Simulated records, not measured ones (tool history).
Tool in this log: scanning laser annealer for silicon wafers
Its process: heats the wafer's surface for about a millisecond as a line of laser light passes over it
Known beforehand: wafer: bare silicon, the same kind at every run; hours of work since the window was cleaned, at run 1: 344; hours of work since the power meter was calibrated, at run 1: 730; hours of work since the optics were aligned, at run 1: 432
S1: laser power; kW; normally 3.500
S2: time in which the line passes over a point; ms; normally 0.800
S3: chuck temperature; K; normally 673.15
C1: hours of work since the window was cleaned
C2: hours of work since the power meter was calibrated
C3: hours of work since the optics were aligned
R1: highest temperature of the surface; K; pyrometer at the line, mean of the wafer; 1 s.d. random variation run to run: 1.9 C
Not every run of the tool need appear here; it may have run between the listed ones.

run     day     S1     S2      S3   C1    C2    C3       R1
  1   0.000  3.500  0.800  673.15  344   730   432  1372.15
  2   1.288  3.500  0.800  673.15  366   752   454  1368.15
  3   2.208  3.500  0.800  664.15  382   768   469  1362.15
      2.571  -- window over the wafer cleaned
  4   3.879  3.500  0.800  673.15   22   795   496  1398.15
  5   4.938  3.500  0.800  673.15   40   813   514  1401.15
  6   5.825  3.500  0.800  673.15   55   828   529  1399.15
  7   7.338  3.500  0.800  673.15   81   854   555  1396.15
  8   8.746  3.500  0.800  673.15  105   877   579  1397.15
  9   9.892  3.500  0.800  673.15  124   897   598  1393.15
 10  10.708  3.500  0.800  673.15  138   911   612  1391.15
 11  12.317  3.500  0.800  673.15  165   938   639  1387.15
 12  13.746  3.500  0.865  673.15  190   962   664  1407.15
 13  14.908  3.500  0.800  680.15  209   982   683  1389.15
 14  16.417  3.500  0.800  680.15  235  1008   709  1389.15
 15  17.208  3.500  0.800  680.15  248  1021   722  1384.15
 16  18.346  3.500  0.800  680.15  268  1040   742  1386.15
 17  19.112  3.500  0.800  640.15  281  1053   755  1343.15
 18  20.342  3.500  0.594  640.15  302  1074   776  1252.15
 19  21.358  3.500  0.594  640.15  319  1091   793  1248.15
 20  22.517  3.500  0.656  657.15  338  1111   813  1293.15
 21  24.021  3.802  0.682  658.15  364  1137   838  1356.15
     25.479  -- window over the wafer cleaned
 22  25.542  3.802  0.682  658.15    1  1161   862  1385.15
 23  27.008  3.802  0.682  658.15   26  1186   887  1383.15
 24  28.475  3.188  0.676  665.15   51  1211   912  1277.15
 25  29.458  3.188  0.676  665.15   68  1228   929  1276.15
 26  31.004  3.188  0.676  665.15   94  1254   955  1274.15
 27  32.146  3.124  0.571  673.15  113  1273   975  1223.15
 28  32.838  3.160  0.571  677.15  125  1285   986  1233.15
 29  34.362  3.160  0.881  673.15  151  1311  1012  1350.15
 30  35.425  3.160  0.881  673.15  169  1329  1030  1348.15
 31  36.421  3.160  0.881  673.15  186  1346  1047  1346.15
 32  37.696  3.160  0.881  673.15  207  1367  1069  1345.15
 33  39.142  3.755  0.914  665.15  232  1392  1093  1465.15
 34  39.900  3.469  0.914  706.15  245  1405  1106  1450.15
 35  41.375  3.474  0.680  673.15  270  1430  1131  1318.15
 36  42.029  3.474  0.680  673.15  281  1441  1142  1317.15

Predict each of these 4 candidate next runs independently; none follows another, all start after run 36:
  A  42.700  3.500  0.574  673.15  292  1452  1154   ?
  B  42.700  3.819  0.680  673.15  292  1452  1154   ?
  C  42.700  3.551  0.572  657.15  292  1452  1154   ?
  D  42.700  3.665  0.695  647.15  292  1452  1154   ?

run       R1
  A  1270.15
  B  1373.15
  C  1263.15
  D  1332.15
With the hidden condition removed and each run's random variation left untouched, the same runs would have given:
run       R1
  A  1305.15
  B  1414.15
  C  1298.15
  D  1372.15

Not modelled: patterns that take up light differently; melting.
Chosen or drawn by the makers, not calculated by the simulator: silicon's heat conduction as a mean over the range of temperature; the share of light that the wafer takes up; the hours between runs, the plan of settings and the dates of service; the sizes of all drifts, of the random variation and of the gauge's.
